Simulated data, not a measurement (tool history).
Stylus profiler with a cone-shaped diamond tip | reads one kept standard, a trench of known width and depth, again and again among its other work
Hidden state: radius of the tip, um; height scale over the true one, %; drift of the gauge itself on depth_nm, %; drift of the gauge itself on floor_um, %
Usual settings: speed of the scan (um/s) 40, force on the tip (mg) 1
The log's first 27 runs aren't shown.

| run | hour | speed of the scan (um/s) | force on the tip (mg) | scans with this tip | hours of work since the height scale was calibrated | depth of the trench (Å) | width of the trench's floor (um) |
|---|---|---|---|---|---|---|---|
| 28 | 686.5 | 45 | 1 | 3503 | 498 | 10092.1 | 15.58 |
| 29 | 704.7 | 107 | 1.65 | 3572 | 508 | 10111.2 | 15.15 |
| 30 | 733 | 72 | 0.73 | 3678 | 523 | 10082.6 | 15.14 |
| 31 | 761.7 | 32 | 1 | 3786 | 539 | 10087.8 | 15.65 |
| 32 | 786.1 | 59 | 1 | 3878 | 552 | 10090.1 | 15.32 |
| 33 | 822.4 | 14 | 1.71 | 4015 | 571 | 10113.2 | 15.84 |
| 34 | 838.5 | 14 | 1.71 | 4075 | 580 | 10118 | 15.82 |
| 35 | 869.7 | 14 | 1.71 | 4192 | 596 | 10120.3 | 15.83 |
| 36 | 887.5 | 14 | 1.71 | 4260 | 606 | 10117.4 | 15.81 |
| 37 | 913.8 | 72 | 1.71 | 4359 | 620 | 10120.2 | 15.36 |
| 38 | 942.4 | 86 | 1.15 | 4466 | 635 | 10102.3 | 15.08 |
| 39 | 976.2 | 63 | 1 | 4593 | 654 | 10100 | 15.26 |
| 40 | 1003.5 | 26 | 1.48 | 4696 | 668 | 10114.4 | 15.63 |
| 41 | 1028.1 | 16 | 2.21 | 4789 | 681 | 10132.7 | 15.74 |
| 42 | 1043.9 | 20 | 1 | 4848 | 690 | 10097.8 | 15.62 |
| 43 | 1062.2 | 85 | 2.19 | 4917 | 700 | 10139.2 | 15.3 |
| 44 | 1087.1 | 45 | 0.42 | 5010 | 713 | 10073.3 | 15.11 |
| 45 | 1118.5 | 141 | 0.49 | 5129 | 730 | 10072.8 | 13.86 |

The next listed run, before its measurement:
| 46 | 1144.6 | 56 | 0.69 | 5227 | 744 | ? | ? |

{"run 46": {"depth of the trench (Å)": 10084.1, "width of the trench's floor (um)": 15.1}}
Without the tool's hidden state the same run would have given depth of the trench (Å) 10046.3, width of the trench's floor (um) 15.82.
